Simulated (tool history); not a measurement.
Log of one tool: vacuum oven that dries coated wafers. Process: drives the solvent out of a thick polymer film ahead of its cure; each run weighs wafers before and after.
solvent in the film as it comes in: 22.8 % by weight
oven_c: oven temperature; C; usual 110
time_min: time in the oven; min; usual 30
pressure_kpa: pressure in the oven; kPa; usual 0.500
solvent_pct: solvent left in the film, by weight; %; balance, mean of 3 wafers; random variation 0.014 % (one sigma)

| run | hour | oven_c | time_min | pressure_kpa | solvent_pct |
|---|---|---|---|---|---|
| 1 | 0.0 | 110 | 30 | 0.500 | 0.72 |
| 2 | 37.1 | 110 | 30 | 0.500 | 0.70 |
| 3 | 72.5 | 110 | 30 | 0.500 | 0.72 |
| 4 | 109.4 | 110 | 30 | 0.500 | 0.74 |
| 5 | 147.7 | 110 | 30 | 0.500 | 0.71 |
| 6 | 179.4 | 96 | 30 | 0.500 | 4.08 |
| 7 | 201.0 | 96 | 30 | 0.500 | 4.05 |
|  | 246.2 | oven's thermocouples calibrated |
| 8 | 251.6 | 110 | 30 | 0.500 | 0.72 |
| 9 | 275.0 | 110 | 30 | 0.500 | 0.72 |
| 10 | 314.3 | 110 | 30 | 0.500 | 0.70 |
| 11 | 344.0 | 110 | 30 | 0.500 | 0.71 |
| 12 | 391.3 | 110 | 30 | 1.381 | 0.93 |
| 13 | 438.5 | 110 | 30 | 1.381 | 0.90 |
| 14 | 479.8 | 110 | 30 | 1.381 | 0.90 |
| 15 | 529.2 | 110 | 30 | 1.381 | 0.91 |
| 16 | 570.3 | 101 | 30 | 1.381 | 2.71 |
| 17 | 590.6 | 101 | 29 | 1.381 | 2.86 |
| 18 | 620.2 | 101 | 29 | 1.381 | 2.92 |
| 19 | 660.5 | 110 | 30 | 0.669 | 0.76 |
| 20 | 707.7 | 110 | 30 | 0.500 | 0.72 |
| 21 | 757.3 | 110 | 30 | 0.500 | 0.71 |
| 22 | 781.5 | 110 | 30 | 0.500 | 0.72 |
| 23 | 819.1 | 110 | 25 | 0.500 | 1.18 |
| 24 | 839.8 | 110 | 25 | 0.500 | 1.16 |
| 25 | 862.7 | 116 | 16 | 1.477 | 1.74 |
| 26 | 907.3 | 107 | 52 | 1.303 | 0.48 |
| 27 | 947.4 | 107 | 30 | 0.395 | 1.10 |
| 28 | 971.7 | 104 | 30 | 0.500 | 1.70 |
| 29 | 1002.7 | 104 | 30 | 0.922 | 1.81 |
| 30 | 1024.7 | 106 | 18 | 0.394 | 3.63 |
| 31 | 1062.7 | 106 | 18 | 0.394 | 3.59 |
| 32 | 1103.7 | 110 | 30 | 1.900 | 1.00 |
| 33 | 1130.6 | 110 | 30 | 1.900 | 1.02 |
| 34 | 1163.2 | 110 | 30 | 1.900 | 0.99 |
| 35 | 1186.2 | 112 | 45 | 0.500 | 0.19 |
| 36 | 1207.2 | 114 | 44 | 0.500 | 0.13 |
| 37 | 1235.3 | 114 | 44 | 0.500 | 0.15 |
| 38 | 1258.4 | 109 | 51 | 1.642 | 0.45 |
| 39 | 1293.3 | 124 | 26 | 0.500 | 0.10 |
| 40 | 1317.1 | 124 | 26 | 0.500 | 0.10 |
| 41 | 1361.0 | 115 | 26 | 1.002 | 0.56 |
| 42 | 1407.5 | 115 | 26 | 1.002 | 0.57 |
| 43 | 1453.7 | 124 | 29 | 0.500 | 0.07 |
| 44 | 1487.6 | 124 | 29 | 0.500 | 0.11 |
| 45 | 1512.0 | 122 | 18 | 0.997 | 0.53 |
| 46 | 1536.0 | 96 | 19 | 0.719 | 7.08 |
| 47 | 1573.6 | 107 | 34 | 0.500 | 0.82 |

Forecast each of these 3 alternatives for the next run:
| A | 1601.9 | 98 | 35 | 0.500 | ? |
| B | 1601.9 | 110 | 37 | 0.500 | ? |
| C | 1601.9 | 110 | 28 | 0.500 | ? |

| run | solvent_pct |
|---|---|
| A | 2.54 |
| B | 0.39 |
| C | 0.87 |
Without the tool's hidden state the same runs would have given:
| run | solvent_pct |
|---|---|
| A | 2.54 |
| B | 0.39 |
| C | 0.86 |
